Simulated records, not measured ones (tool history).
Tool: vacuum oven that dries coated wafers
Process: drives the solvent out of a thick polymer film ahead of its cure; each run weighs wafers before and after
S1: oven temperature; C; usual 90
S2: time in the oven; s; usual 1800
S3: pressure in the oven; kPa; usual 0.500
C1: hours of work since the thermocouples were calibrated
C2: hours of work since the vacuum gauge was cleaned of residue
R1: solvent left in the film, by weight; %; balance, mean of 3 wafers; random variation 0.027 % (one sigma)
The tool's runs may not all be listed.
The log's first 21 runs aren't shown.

Run 22, day 14.204: usual settings but S2 1080 s; C1 989; C2 553. Result: R1 2.19 %.
Run 23, day 15.112: usual settings but S2 1080 s; C1 1006; C2 570. Result: R1 2.21 %.
Run 24, day 15.525: usual settings but S3 1.576 kPa; C1 1014; C2 578. Result: R1 1.11 %.
Run 25, day 16.171: usual settings but S2 1140 s, S3 1.015 kPa; C1 1027; C2 591. Result: R1 2.16 %.
Run 26, day 16.821: usual settings but S2 1140 s, S3 1.015 kPa; C1 1039; C2 603. Result: R1 2.17 %.
Run 27, day 17.750: usual settings but S2 1140 s, S3 1.015 kPa; C1 1057; C2 621. Result: R1 2.15 %.
Run 28, day 18.633: usual settings but S2 1440 s, S3 0.267 kPa; C1 1074; C2 638. Result: R1 1.12 %.
Run 29, day 19.479: usual settings but S1 85 C, S3 0.285 kPa; C1 1090; C2 654. Result: R1 1.50 %.
Run 30, day 20.046: usual settings but S1 105 C, S2 900 s, S3 0.285 kPa; C1 1100; C2 664. Result: R1 0.24 %.
Run 31, day 20.667: usual settings but S1 99 C, S2 1980 s, S3 1.396 kPa; C1 1112; C2 676. Result: R1 0.46 %.
Run 32, day 21.262: usual settings but S1 99 C, S2 1980 s, S3 1.396 kPa; C1 1124; C2 688. Result: R1 0.42 %.
Run 33, day 22.138: usual settings but S1 100 C, S2 900 s, S3 1.946 kPa; C1 1140; C2 704. Result: R1 1.06 %.
Run 34, day 23.000: usual settings but S1 93 C, S2 2940 s, S3 1.946 kPa; C1 1157; C2 721. Result: R1 0.66 %.
Run 35, day 23.754: usual settings but S1 85 C, S2 1920 s, S3 1.946 kPa; C1 1171; C2 735. Result: R1 2.01 %.
Run 36, day 24.146: usual settings but S1 86 C, S2 960 s, S3 1.492 kPa; C1 1179; C2 743. Result: R1 4.34 %.
Run 37, day 24.625: usual settings but S1 79 C, S2 960 s; C1 1188; C2 752. Result: R1 6.77 %.
Run 38, day 25.208: usual settings but S1 91 C, S2 960 s, S3 0.337 kPa; C1 1199; C2 763. Result: R1 2.32 %.
Run 39, day 26.062: usual settings but S1 91 C, S2 960 s, S3 0.337 kPa; C1 1215; C2 779. Result: R1 2.30 %.
Run 40, day 26.725: usual settings but S1 95 C, S2 1380 s, S3 0.601 kPa; C1 1228; C2 792. Result: R1 0.64 %.
Run 41, day 27.342: usual settings but S1 87 C; C1 1240; C2 804. Result: R1 1.18 %.
Run 42, day 27.850: usual settings but S1 87 C; C1 1249; C2 813. Result: R1 1.15 %.
Run 43, day 28.412: usual settings but S1 101 C, S3 1.137 kPa; C1 1260; C2 824. Result: R1 0.32 %.
Run 44, day 29.096: usual settings but S2 2220 s, S3 1.023 kPa; C1 1273; C2 837. Result: R1 0.64 %.
Run 45, day 29.775: usual settings but S1 78 C, S2 2940 s, S3 0.297 kPa; C1 1286; C2 850. Result: R1 1.54 %.
Run 46, day 30.692: usual settings but S1 93 C, S3 0.725 kPa; C1 1303; C2 867. Result: R1 0.51 %.

Forecast each of these 4 alternatives for the next run:
Run A, day 31.092: usual settings but S1 93 C, S2 1500 s, S3 1.758 kPa; C1 1311; C2 875. Result: R1 ?.
Run B, day 31.092: usual settings but S1 93 C, S2 1440 s, S3 0.725 kPa; C1 1311; C2 875. Result: R1 ?.
Run C, day 31.092: usual settings but S1 97 C, S2 1020 s, S3 1.233 kPa; C1 1311; C2 875. Result: R1 ?.
Run D, day 31.092: usual settings but S1 87 C, S2 2100 s, S3 0.979 kPa; C1 1311; C2 875. Result: R1 ?.

run    R1
  A  1.02
  B  0.81
  C  1.12
  D  0.99
Without the tool's hidden state the same runs would have given:
run    R1
  A  1.03
  B  0.82
  C  1.14
  D  1.00
